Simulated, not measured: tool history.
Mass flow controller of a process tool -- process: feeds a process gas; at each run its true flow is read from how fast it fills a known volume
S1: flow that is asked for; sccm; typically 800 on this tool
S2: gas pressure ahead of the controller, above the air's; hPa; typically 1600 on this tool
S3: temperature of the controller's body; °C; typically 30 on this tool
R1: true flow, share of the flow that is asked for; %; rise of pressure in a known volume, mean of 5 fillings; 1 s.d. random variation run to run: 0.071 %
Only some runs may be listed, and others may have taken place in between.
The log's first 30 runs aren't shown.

Run 31, day 452.596: usual settings but S1 411 sccm, S2 1560 hPa, S3 21 °C. Result: R1 99.49 %.
Run 32, day 465.229: usual settings but S1 140 sccm, S2 1810 hPa, S3 31 °C. Result: R1 98.56 %.
Run 33, day 485.662: usual settings but S1 140 sccm, S2 1810 hPa, S3 31 °C. Result: R1 98.68 %.
Run 34, day 498.388: usual settings but S1 140 sccm, S2 1810 hPa, S3 31 °C. Result: R1 98.6 %.
Run 35, day 508.246: usual settings but S1 709 sccm, S2 1810 hPa, S3 26 °C. Result: R1 99.55 %.
Run 36, day 523.796: usual settings but S1 709 sccm, S2 1810 hPa, S3 26 °C. Result: R1 99.73 %.
Run 37, day 534.629: usual settings but S1 679 sccm, S2 2730 hPa, S3 23 °C. Result: R1 99.49 %.
Run 38, day 551.625: usual settings but S1 103 sccm, S2 2730 hPa, S3 25 °C. Result: R1 98.52 %.
Run 39, day 562.258: usual settings but S1 152 sccm. Result: R1 98.69 %.
Run 40, day 571.692: usual settings but S1 152 sccm. Result: R1 98.79 %.
Run 41, day 583.329: usual settings but S1 152 sccm. Result: R1 98.7 %.
Run 42, day 597.033: usual settings but S1 152 sccm. Result: R1 98.68 %.
Run 43, day 607.467: usual settings but S1 152 sccm, S2 1830 hPa, S3 35 °C. Result: R1 98.42 %.
Run 44, day 623.567: usual settings but S1 105 sccm, S2 2430 hPa, S3 28 °C. Result: R1 98.49 %.
Run 45, day 637.25: usual settings but S2 1640 hPa, S3 32 °C. Result: R1 99.59 %.
Run 46, day 646.638: usual settings but S1 190 sccm, S2 1970 hPa, S3 32 °C. Result: R1 98.61 %.
Run 47, day 662.321: usual settings but S1 116 sccm, S3 34 °C. Result: R1 98.56 %.
Run 48, day 675.004: usual settings but S1 660 sccm, S2 2610 hPa, S3 34 °C. Result: R1 99.15 %.

Consider 3 possible next runs. They are alternatives, not a sequence: every one starts from the tool as it was left by run 48. What does each give?
Run A, day 686.338: usual settings but S3 24 °C. Result: R1 ?.
Run B, day 686.338: usual settings but S1 403 sccm, S2 1630 hPa. Result: R1 ?.
Run C, day 686.338: usual settings but S1 337 sccm, S2 2680 hPa, S3 28 °C. Result: R1 ?.

run     R1
  A  99.81
  B  99.08
  C  98.84
With no hidden state in the tool, these same runs would have given:
run     R1
  A  99.81
  B  99.08
  C  98.83

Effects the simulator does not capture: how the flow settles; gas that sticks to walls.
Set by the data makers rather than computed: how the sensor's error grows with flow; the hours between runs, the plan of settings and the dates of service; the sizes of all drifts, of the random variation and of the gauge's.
